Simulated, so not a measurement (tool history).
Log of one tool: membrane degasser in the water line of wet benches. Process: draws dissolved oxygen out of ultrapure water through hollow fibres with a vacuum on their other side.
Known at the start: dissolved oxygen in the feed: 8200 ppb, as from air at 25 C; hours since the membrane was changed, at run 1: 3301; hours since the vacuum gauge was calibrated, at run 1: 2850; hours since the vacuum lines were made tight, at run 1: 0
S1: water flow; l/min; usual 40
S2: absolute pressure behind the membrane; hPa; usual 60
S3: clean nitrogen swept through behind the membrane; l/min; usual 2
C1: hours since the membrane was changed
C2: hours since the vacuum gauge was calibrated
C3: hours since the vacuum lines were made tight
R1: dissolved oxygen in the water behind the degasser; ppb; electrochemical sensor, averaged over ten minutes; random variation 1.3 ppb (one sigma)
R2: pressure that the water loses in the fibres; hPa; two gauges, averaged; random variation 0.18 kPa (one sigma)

run 1 hour=0 | S1=40 S2=60 S3=2 | C1=3301 C2=2850 C3=0 | R1=136.7 R2=339.8
run 2 hour=234.7 | S1=40 S2=60 S3=2 | C1=3536 C2=3084 C3=235 | R1=137.5 R2=340.9
run 3 hour=448.6 | S1=40 S2=60 S3=2 | C1=3750 C2=3298 C3=449 | R1=137.7 R2=344.3
run 4 hour=649.9 | S1=40 S2=60 S3=1.23 | C1=3951 C2=3500 C3=650 | R1=202.6 R2=344.5
run 5 hour=847 | S1=40 S2=60 S3=1.23 | C1=4148 C2=3697 C3=847 | R1=207.1 R2=342.6
run 6 hour=1039.2 | S1=40 S2=105.9 S3=1.23 | C1=4340 C2=3889 C3=1039 | R1=492.9 R2=345.7
run 7 hour=1146.7 | S1=28 S2=60 S3=2 | C1=4448 C2=3996 C3=1147 | R1=99.3 R2=242.5
run 8 hour=1376.2 | S1=28 S2=60 S3=2 | C1=4677 C2=4226 C3=1376 | R1=100.6 R2=240.8
run 9 hour=1484.5 | S1=57 S2=60 S3=2 | C1=4786 C2=4334 C3=1485 | R1=194.5 R2=493.3
run 10 hour=1678.6 | S1=26 S2=60 S3=2 | C1=4980 C2=4528 C3=1679 | R1=92.5 R2=224.1
run 11 hour=1869.4 | S1=40 S2=60 S3=2 | C1=5171 C2=4719 C3=1869 | R1=140.9 R2=342.9
run 12 hour=1976.5 | S1=40 S2=60 S3=2 | C1=5278 C2=4826 C3=1976 | R1=139.9 R2=341.6
run 13 hour=2164.4 | S1=45 S2=48.4 S3=3.67 | C1=5466 C2=5014 C3=2164 | R1=64.5 R2=385.7
run 14 hour=2304.3 | S1=40 S2=146.3 S3=5.37 | C1=5606 C2=5154 C3=2304 | R1=212.6 R2=344.2
run 15 hour=2507 | S1=40 S2=143.4 S3=5.37 | C1=5808 C2=5357 C3=2507 | R1=205.8 R2=343.8
-- hour=2521.9 vacuum gauge calibrated
run 16 hour=2680.8 | S1=40 S2=143.4 S3=5.37 | C1=5982 C2=159 C3=2680 | R1=214.2 R2=343.4
run 17 hour=2790.6 | S1=46 S2=116.7 S3=1.15 | C1=6091 C2=269 C3=2790 | R1=679.2 R2=397.2
run 18 hour=3019.7 | S1=32 S2=73 S3=1.86 | C1=6320 C2=498 C3=3019 | R1=181.5 R2=276.2
-- hour=3077.2 vacuum gauge calibrated, once more
run 19 hour=3209.9 | S1=32 S2=73 S3=1.86 | C1=6510 C2=133 C3=3209 | R1=164.8 R2=277.4
run 20 hour=3381.7 | S1=48 S2=73.1 S3=3.49 | C1=6682 C2=304 C3=3381 | R1=142.8 R2=415.5
run 21 hour=3599.7 | S1=35 S2=51.2 S3=3.85 | C1=6900 C2=522 C3=3599 | R1=49.3 R2=304.8
run 22 hour=3773.9 | S1=35 S2=39.9 S3=3.85 | C1=7074 C2=697 C3=3773 | R1=25.9 R2=302.6
run 23 hour=3986.3 | S1=35 S2=39.9 S3=3.85 | C1=7287 C2=909 C3=3985 | R1=24.5 R2=303.7

5 ways to go on from here, each from the tool as it stands after run 23. What would each give?
run A hour=4220.6 | S1=42 S2=96 S3=1.06 | C1=7521 C2=1143 C3=4220 | R1=? R2=?
run B hour=4220.6 | S1=54 S2=85.2 S3=0.82 | C1=7521 C2=1143 C3=4220 | R1=? R2=?
run C hour=4220.6 | S1=35 S2=120 S3=3.85 | C1=7521 C2=1143 C3=4220 | R1=? R2=?
run D hour=4220.6 | S1=40 S2=60 S3=1.8 | C1=7521 C2=1143 C3=4220 | R1=? R2=?
run E hour=4220.6 | S1=29 S2=105.3 S3=5.67 | C1=7521 C2=1143 C3=4220 | R1=? R2=?

run=A R1=502.2 R2=366.6
run=B R1=613.4 R2=469.4
run=C R1=198.3 R2=304.6
run=D R1=147.9 R2=348.2
run=E R1=94.8 R2=250.7
Without the tool's hidden state the same runs would have given:
run=A R1=492.9 R2=357.3
run=B R1=601.7 R2=457.4
run=C R1=193.7 R2=296.8
run=D R1=141.1 R2=339.3
run=E R1=92 R2=244.3
